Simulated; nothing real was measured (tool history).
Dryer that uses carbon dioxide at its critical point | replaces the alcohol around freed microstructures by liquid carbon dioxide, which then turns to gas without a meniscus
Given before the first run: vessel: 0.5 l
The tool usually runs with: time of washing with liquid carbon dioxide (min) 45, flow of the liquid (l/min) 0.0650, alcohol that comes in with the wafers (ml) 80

run   hour  time of washing with liquid carbon dioxide (min)  flow of the liquid (l/min)  alcohol that comes in with the wafers (ml)  alcohol left in the vessel before it's heated (ppm by volume)
  1    0.0                                                45                      0.0650                                          80                                                           1242
  2   17.0                                                45                      0.0650                                          80                                                           1238
  3   35.3                                                45                      0.0650                                          80                                                           1251
  4   50.3                                                45                      0.0650                                          80                                                           1279
  5   63.1                                                45                      0.0650                                          80                                                           1283
  6   80.9                                                45                      0.0650                                          80                                                           1246
  7   91.5                                                45                      0.0650                                          80                                                           1344
  8  117.1                                                45                      0.0650                                          80                                                           1348
  9  142.6                                                45                      0.0650                                          80                                                           1336
 10  162.2                                                45                      0.0650                                          80                                                           1373
 11  177.2                                                45                      0.0650                                          80                                                           1397
 12  192.0                                                45                      0.0650                                          80                                                           1428
 13  203.1                                                45                      0.0650                                          80                                                           1493
 14  221.3                                                45                      0.0650                                          80                                                           1421
 15  245.5                                                45                      0.0650                                          80                                                           1456
 16  263.4                                                45                      0.0650                                          80                                                           1459
 17  286.0                                                45                      0.0650                                          80                                                           1433
 18  301.2                                                31                      0.0508                                          52                                                           7835
 19  311.9                                                46                      0.0854                                         114                                                            605
 20  324.6                                                46                      0.0854                                         114                                                            621
 21  346.7                                                35                      0.0476                                          64                                                           8470
 22  368.4                                                67                      0.0476                                         107                                                           1368
 23  392.6                                                57                      0.0623                                          35                                                            444
 24  407.2                                                57                      0.0403                                          82                                                           3909
 25  423.4                                                36                      0.0401                                          36                                                           6917
 26  435.3                                                36                      0.0640                                          22                                                           1257
 27  452.8                                                39                      0.0601                                          22                                                           1230

The same runs without the tool's hidden state, with the same run-to-run variation:
What the log doesn't record here: flow that reaches the vessel past the clogged filter, %; alcohol in the recycled carbon dioxide, ppm; drift of the gauge itself on alcohol_ppm, %.
run  alcohol left in the vessel before it's heated (ppm by volume)
  1                                                           1044
  2                                                           1030
  3                                                           1025
  4                                                           1039
  5                                                           1033
  6                                                            990
  7                                                           1063
  8                                                           1049
  9                                                           1024
 10                                                           1038
 11                                                           1046
 12                                                           1060
 13                                                           1099
 14                                                           1037
 15                                                           1043
 16                                                           1035
 17                                                           1003
 18                                                           6786
 19                                                            294
 20                                                            295
 21                                                           7174
 22                                                            858
 23                                                            156
 24                                                           2954
 25                                                           5797
 26                                                            815
 27                                                            777

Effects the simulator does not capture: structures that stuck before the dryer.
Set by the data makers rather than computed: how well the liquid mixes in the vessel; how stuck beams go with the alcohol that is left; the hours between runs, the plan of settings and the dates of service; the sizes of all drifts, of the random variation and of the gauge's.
